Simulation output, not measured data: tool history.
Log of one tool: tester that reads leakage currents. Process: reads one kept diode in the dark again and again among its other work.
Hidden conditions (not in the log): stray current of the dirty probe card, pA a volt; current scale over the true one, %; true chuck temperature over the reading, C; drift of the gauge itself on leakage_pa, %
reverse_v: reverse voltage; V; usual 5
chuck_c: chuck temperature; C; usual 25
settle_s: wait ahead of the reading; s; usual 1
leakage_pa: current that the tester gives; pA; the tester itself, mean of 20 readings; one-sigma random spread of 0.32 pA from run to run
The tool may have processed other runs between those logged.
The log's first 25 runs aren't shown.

run,hour,reverse_v,chuck_c,settle_s,hours of work since the probe card was cleaned,hours of work since the tester was calibrated,hours of work since the chuck was calibrated,leakage_pa
26,3098.2,3.13,26,0.47,1183,157,1177,91.68
27,3181.8,3.13,26,0.47,1235,209,1228,91.63
28,3344.3,5,34,1.07,1334,309,1328,204.33
29,3497.8,5,34,1.07,1429,403,1423,204.37
30,3596.6,6.91,34,1,1490,464,1483,232.13
31,3702.5,6.91,34,1,1555,529,1548,229.02
# hour 3807: probe card cleaned and baked
# hour 3829: chuck's temperature calibrated
32,3884.2,3.56,25,1,46,637,34,93.69
33,4057,3.23,25,1,152,744,140,88.84
34,4227.2,2.8,25,1,257,848,245,84.22
35,4341.2,7.94,46,1,327,918,315,659.21
36,4454.1,2.49,36,0.87,397,988,384,196.7
37,4547.4,1.24,25,4.33,454,1045,442,61.09
38,4639,13.32,42,4.55,510,1101,498,576.31

Here are 3 independent what-if runs from the current tool condition. What would each one return?
A,4767.9,2.58,49,9.11,589,1181,577,?
B,4767.9,5,42,1,589,1181,577,?
C,4767.9,5,22,1,589,1181,577,?

run,leakage_pa
A,532.73
B,401.21
C,80.3
Without the tool's hidden state the same runs would have given:
run,leakage_pa
A,553.78
B,415.78
C,81.07

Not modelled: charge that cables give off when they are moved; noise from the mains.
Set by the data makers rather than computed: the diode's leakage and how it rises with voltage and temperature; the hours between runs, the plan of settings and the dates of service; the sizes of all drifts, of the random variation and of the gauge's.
